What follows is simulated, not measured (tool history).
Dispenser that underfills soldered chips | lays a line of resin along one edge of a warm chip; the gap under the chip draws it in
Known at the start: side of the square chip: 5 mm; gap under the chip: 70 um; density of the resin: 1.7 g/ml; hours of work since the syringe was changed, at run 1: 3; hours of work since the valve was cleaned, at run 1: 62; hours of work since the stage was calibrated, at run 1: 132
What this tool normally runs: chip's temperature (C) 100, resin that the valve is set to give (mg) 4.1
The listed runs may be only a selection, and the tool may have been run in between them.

| run | hour | chip's temperature (C) | resin that the valve is set to give (mg) | hours of work since the syringe was changed | hours of work since the valve was cleaned | hours of work since the stage was calibrated | time until the resin shows at the far edge (s) | resin that the valve gave (mg) |
|---|---|---|---|---|---|---|---|---|
| 1 | 0 | 100 | 4.1 | 3 | 62 | 132 | 6.7 | 3.76 |
| 2 | 3.7 | 100 | 4.1 | 6 | 65 | 135 | 7.3 | 3.87 |
| 3 | 6.4 | 100 | 4.1 | 7 | 67 | 137 | 8.9 | 3.89 |
|  | 8.5 | new syringe of resin |
| 4 | 11.4 | 100 | 4.1 | 2 | 70 | 140 | 5.6 | 3.81 |
| 5 | 15.8 | 100 | 4.1 | 5 | 73 | 143 | 7.5 | 3.81 |
| 6 | 19 | 100 | 4.1 | 7 | 75 | 145 | 8.4 | 3.85 |
|  | 21.4 | new syringe of resin |
| 7 | 24.2 | 101 | 3.57 | 2 | 78 | 148 | 6.3 | 3.34 |
| 8 | 29.3 | 96 | 3.77 | 5 | 82 | 152 | 9.3 | 3.52 |
| 9 | 33.3 | 96 | 3.77 | 8 | 84 | 155 | 10.3 | 3.49 |
|  | 34.3 | new syringe of resin |
| 10 | 36.3 | 96 | 3.77 | 1 | 86 | 156 | 6.1 | 3.55 |
| 11 | 41.3 | 99 | 3.96 | 5 | 90 | 160 | 7.8 | 3.67 |
| 12 | 43.5 | 99 | 3.96 | 6 | 91 | 161 | 8.2 | 3.65 |

Alternative continuations, all from the tool just after run 12; predict every row:
|  | 47.5 | new syringe of resin |
| A | 47.6 | 99 | 4.1 | 0 | 94 | 164 | ? | ? |
|  | 47.5 | new syringe of resin |
| B | 47.6 | 92 | 4.98 | 0 | 94 | 164 | ? | ? |
|  | 47.5 | new syringe of resin |
| C | 47.6 | 112 | 3.63 | 0 | 94 | 164 | ? | ? |
|  | 47.5 | new syringe of resin |
| D | 47.6 | 102 | 3.75 | 0 | 94 | 164 | ? | ? |
|  | 47.5 | new syringe of resin |
| E | 47.6 | 100 | 4.83 | 0 | 94 | 164 | ? | ? |

| run | time until the resin shows at the far edge (s) | resin that the valve gave (mg) |
|---|---|---|
| A | 5.5 | 3.77 |
| B | 7 | 4.56 |
| C | 3.9 | 3.3 |
| D | 4.2 | 3.5 |
| E | 5 | 4.45 |
Take away the tool's hidden state, keep each run's random variation, and the runs would have read:
| run | time until the resin shows at the far edge (s) | resin that the valve gave (mg) |
|---|---|---|
| A | 5.3 | 4.08 |
| B | 6.9 | 4.94 |
| C | 3.7 | 3.58 |
| D | 4 | 3.79 |
| E | 4.9 | 4.83 |
